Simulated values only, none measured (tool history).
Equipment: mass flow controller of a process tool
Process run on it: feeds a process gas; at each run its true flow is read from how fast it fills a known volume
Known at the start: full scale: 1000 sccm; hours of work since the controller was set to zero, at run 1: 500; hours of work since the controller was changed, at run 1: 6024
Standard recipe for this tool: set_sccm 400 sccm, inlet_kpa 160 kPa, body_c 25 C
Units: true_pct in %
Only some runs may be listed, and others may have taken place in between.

run	day	set_sccm	inlet_kpa	body_c	hours of work since the controller was set to zero	hours of work since the controller was changed	true_pct
1	0	400	160	25	500	6024	100.3
2	10.829	400	160	25	683	6206	100.23
3	25.033	400	160	25	922	6446	100.19
4	42.55	400	160	25	1217	6741	100.28
5	57.358	400	160	25	1467	6990	100.17
6	73.529	400	261	25	1740	7263	100.63
7	90.792	400	261	25	2030	7554	100.66
8	102.45	400	261	25	2227	7750	100.66
9	114.042	400	261	25	2422	7946	100.59
10	123.008	400	261	25	2573	8097	100.66
11	137.738	400	261	25	2822	8345	100.75
12	150.217	400	160	25	3032	8556	100.44
13	162.742	400	243	25	3243	8767	100.75
14	171.046	400	243	25	3383	8907	100.69
15	188.988	400	243	25	3686	9209	100.76
16	200.579	400	269	25	3881	9404	100.79
17	214.221	400	160	25	4111	9634	100.33
18	225.175	400	160	25	4295	9819	100.33
19	238.442	400	160	28	4519	10042	100.12
# day 239.746: controller's zero set anew
20	249.712	400	160	28	168	10232	99.8
21	263.771	400	160	28	405	10469	99.83
22	280.133	400	160	28	681	10745	99.91
23	295.875	400	160	21	946	11010	100.62
24	306.017	793	160	25	1117	11181	101.52
25	316.642	218	275	21	1296	11360	99.53
# day 323.712: controller exchanged for a calibrated one
26	324.529	218	275	21	14	14	98.99
# day 335.075: controller's zero set anew, once more
27	339.129	400	216	23	68	259	98.96
28	352.362	400	216	23	291	483	99.08
29	369.788	400	188	25	585	776	98.8
30	386.042	250	219	25	859	1050	98.5
31	403.579	400	184	31	1155	1346	98.01
32	418.3	400	184	31	1403	1594	98.01
33	430.046	400	150	28	1601	1792	98.31

What does the tool deliver on the next run?
34	438.838	400	229	25	1749	1940	?

{"run 34": {"true_pct": 98.92}}
If the tool had no hidden condition, the same run with the same run-to-run variation would have returned true_pct 99.12 %.
